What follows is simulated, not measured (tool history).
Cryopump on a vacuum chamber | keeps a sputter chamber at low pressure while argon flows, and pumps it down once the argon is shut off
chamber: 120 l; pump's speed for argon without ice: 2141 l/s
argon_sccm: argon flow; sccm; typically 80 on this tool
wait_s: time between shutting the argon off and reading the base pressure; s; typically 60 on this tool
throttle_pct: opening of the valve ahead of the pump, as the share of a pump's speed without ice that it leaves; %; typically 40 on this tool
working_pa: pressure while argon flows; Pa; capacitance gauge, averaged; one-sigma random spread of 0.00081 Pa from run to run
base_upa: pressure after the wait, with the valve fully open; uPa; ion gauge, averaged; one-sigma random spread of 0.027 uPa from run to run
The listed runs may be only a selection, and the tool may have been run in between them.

run 1 day=0 | argon_sccm=80 wait_s=60 throttle_pct=40 | working_pa=0.1586 base_upa=1.46
run 2 day=0.567 | argon_sccm=80 wait_s=60 throttle_pct=40 | working_pa=0.1586 base_upa=1.5
run 3 day=1.771 | argon_sccm=80 wait_s=60 throttle_pct=40 | working_pa=0.1598 base_upa=1.51
run 4 day=2.621 | argon_sccm=80 wait_s=60 throttle_pct=40 | working_pa=0.1593 base_upa=1.55
run 5 day=3.254 | argon_sccm=80 wait_s=60 throttle_pct=40 | working_pa=0.1615 base_upa=1.48
run 6 day=3.838 | argon_sccm=80 wait_s=60 throttle_pct=40 | working_pa=0.159 base_upa=1.51
run 7 day=5.096 | argon_sccm=80 wait_s=114 throttle_pct=40 | working_pa=0.1603 base_upa=1
run 8 day=5.9 | argon_sccm=33 wait_s=60 throttle_pct=40 | working_pa=0.0666 base_upa=1.53
run 9 day=6.742 | argon_sccm=75 wait_s=60 throttle_pct=40 | working_pa=0.1517 base_upa=1.5
run 10 day=7.683 | argon_sccm=80 wait_s=60 throttle_pct=40 | working_pa=0.1609 base_upa=1.58
run 11 day=8.738 | argon_sccm=80 wait_s=60 throttle_pct=40 | working_pa=0.1612 base_upa=1.51
run 12 day=9.712 | argon_sccm=80 wait_s=60 throttle_pct=40 | working_pa=0.1638 base_upa=1.58
run 13 day=10.425 | argon_sccm=80 wait_s=60 throttle_pct=40 | working_pa=0.1604 base_upa=1.53
run 14 day=10.988 | argon_sccm=80 wait_s=60 throttle_pct=40 | working_pa=0.1611 base_upa=1.59
run 15 day=11.733 | argon_sccm=80 wait_s=60 throttle_pct=40 | working_pa=0.1623 base_upa=1.52
run 16 day=12.325 | argon_sccm=80 wait_s=60 throttle_pct=40 | working_pa=0.163 base_upa=1.54
run 17 day=12.888 | argon_sccm=39 wait_s=63 throttle_pct=19 | working_pa=0.1641 base_upa=1.59
run 18 day=13.754 | argon_sccm=63 wait_s=72 throttle_pct=19 | working_pa=0.2658 base_upa=1.42
run 19 day=14.446 | argon_sccm=54 wait_s=40 throttle_pct=19 | working_pa=0.2272 base_upa=2.1
run 20 day=15.054 | argon_sccm=80 wait_s=144 throttle_pct=20 | working_pa=0.3202 base_upa=1.01
run 21 day=16.188 | argon_sccm=80 wait_s=144 throttle_pct=20 | working_pa=0.3216 base_upa=0.99
run 22 day=16.946 | argon_sccm=80 wait_s=144 throttle_pct=20 | working_pa=0.322 base_upa=1.04
run 23 day=17.804 | argon_sccm=145 wait_s=60 throttle_pct=40 | working_pa=0.2978 base_upa=1.6
run 24 day=18.404 | argon_sccm=144 wait_s=60 throttle_pct=46 | working_pa=0.2613 base_upa=1.62
run 25 day=19.342 | argon_sccm=144 wait_s=60 throttle_pct=46 | working_pa=0.2585 base_upa=1.64
run 26 day=20.575 | argon_sccm=80 wait_s=106 throttle_pct=40 | working_pa=0.1667 base_upa=1.17
run 27 day=21.475 | argon_sccm=117 wait_s=106 throttle_pct=40 | working_pa=0.2422 base_upa=1.17
run 28 day=22.492 | argon_sccm=80 wait_s=31 throttle_pct=56 | working_pa=0.1211 base_upa=2.61
run 29 day=23.8 | argon_sccm=80 wait_s=31 throttle_pct=52 | working_pa=0.1297 base_upa=2.68
run 30 day=24.725 | argon_sccm=80 wait_s=222 throttle_pct=40 | working_pa=0.1671 base_upa=0.93

Table of differences, measured result less the result of that run with no hidden state. Run-to-run variation is the same in both. Gauge scatter possibly is not:
Hidden conditions of the tool in this case: pump's speed, % of a pump's without ice; cold plate's temperature, K; leak into the chamber, uPa l/s; drift of the gauge itself on working_pa, %; drift of the gauge itself on base_upa, %.
run=1 working_pa=+0.0011 base_upa=+0.31
run=2 working_pa=+0.0013 base_upa=+0.31
run=3 working_pa=+0.0017 base_upa=+0.32
run=4 working_pa=+0.0019 base_upa=+0.33
run=5 working_pa=+0.0021 base_upa=+0.32
run=6 working_pa=+0.0022 base_upa=+0.34
run=7 working_pa=+0.0027 base_upa=+0.33
run=8 working_pa=+0.0012 base_upa=+0.35
run=9 working_pa=+0.003 base_upa=+0.35
run=10 working_pa=+0.0034 base_upa=+0.38
run=11 working_pa=+0.0038 base_upa=+0.35
run=12 working_pa=+0.0042 base_upa=+0.38
run=13 working_pa=+0.0043 base_upa=+0.38
run=14 working_pa=+0.0045 base_upa=+0.4
run=15 working_pa=+0.0047 base_upa=+0.39
run=16 working_pa=+0.0049 base_upa=+0.39
run=17 working_pa=+0.0024 base_upa=+0.41
run=18 working_pa=+0.0042 base_upa=+0.41
run=19 working_pa=+0.0037 base_upa=+0.41
run=20 working_pa=+0.0057 base_upa=+0.42
run=21 working_pa=+0.0061 base_upa=+0.43
run=22 working_pa=+0.0064 base_upa=+0.45
run=23 working_pa=+0.0122 base_upa=+0.45
run=24 working_pa=+0.0125 base_upa=+0.46
run=25 working_pa=+0.013 base_upa=+0.47
run=26 working_pa=+0.0077 base_upa=+0.47
run=27 working_pa=+0.0117 base_upa=+0.48
run=28 working_pa=+0.0083 base_upa=+0.49
run=29 working_pa=+0.0088 base_upa=+0.5
run=30 working_pa=+0.0092 base_upa=+0.52

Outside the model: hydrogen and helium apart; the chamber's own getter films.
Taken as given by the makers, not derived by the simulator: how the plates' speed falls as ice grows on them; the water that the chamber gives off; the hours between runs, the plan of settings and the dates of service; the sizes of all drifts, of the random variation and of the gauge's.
